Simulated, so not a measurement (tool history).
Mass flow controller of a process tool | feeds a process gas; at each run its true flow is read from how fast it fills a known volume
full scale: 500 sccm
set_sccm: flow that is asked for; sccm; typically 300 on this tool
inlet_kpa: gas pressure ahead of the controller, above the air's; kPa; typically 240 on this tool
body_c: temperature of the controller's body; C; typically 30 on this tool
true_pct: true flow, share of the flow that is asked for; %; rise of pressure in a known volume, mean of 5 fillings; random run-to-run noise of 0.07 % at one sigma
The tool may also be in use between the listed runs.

| run | day | set_sccm | inlet_kpa | body_c | true_pct |
|---|---|---|---|---|---|
| 1 | 0.000 | 300 | 240 | 30 | 99.18 |
| 2 | 3.883 | 300 | 240 | 30 | 99.23 |
| 3 | 8.958 | 300 | 240 | 30 | 99.36 |
| 4 | 13.254 | 300 | 240 | 30 | 99.38 |
| 5 | 16.100 | 300 | 240 | 28 | 99.65 |
| 6 | 19.421 | 300 | 202 | 30 | 99.50 |
| 7 | 23.629 | 300 | 202 | 30 | 99.54 |
| 8 | 28.617 | 300 | 202 | 30 | 99.61 |
| 9 | 31.896 | 300 | 146 | 30 | 99.76 |
| 10 | 35.929 | 300 | 146 | 30 | 99.57 |
| 11 | 39.012 | 300 | 240 | 30 | 100.11 |
| 12 | 42.579 | 66 | 240 | 30 | 99.18 |
| 13 | 45.050 | 66 | 240 | 30 | 99.33 |
| 14 | 48.933 | 75 | 216 | 29 | 99.29 |
| 15 | 52.717 | 75 | 216 | 29 | 99.43 |
| 16 | 55.746 | 86 | 173 | 23 | 99.64 |
|  | 59.408 | gauge calibrated |
| 17 | 59.467 | 300 | 167 | 30 | 98.88 |
| 18 | 62.279 | 300 | 167 | 30 | 98.85 |

Predict the results of run 19:
| 19 | 66.667 | 75 | 270 | 20 | ? |

{"run 19": {"true_pct": 98.97}}
Take away the tool's hidden state, keep the run-to-run variation as it was, and the same run would have given true_pct 98.77 %.
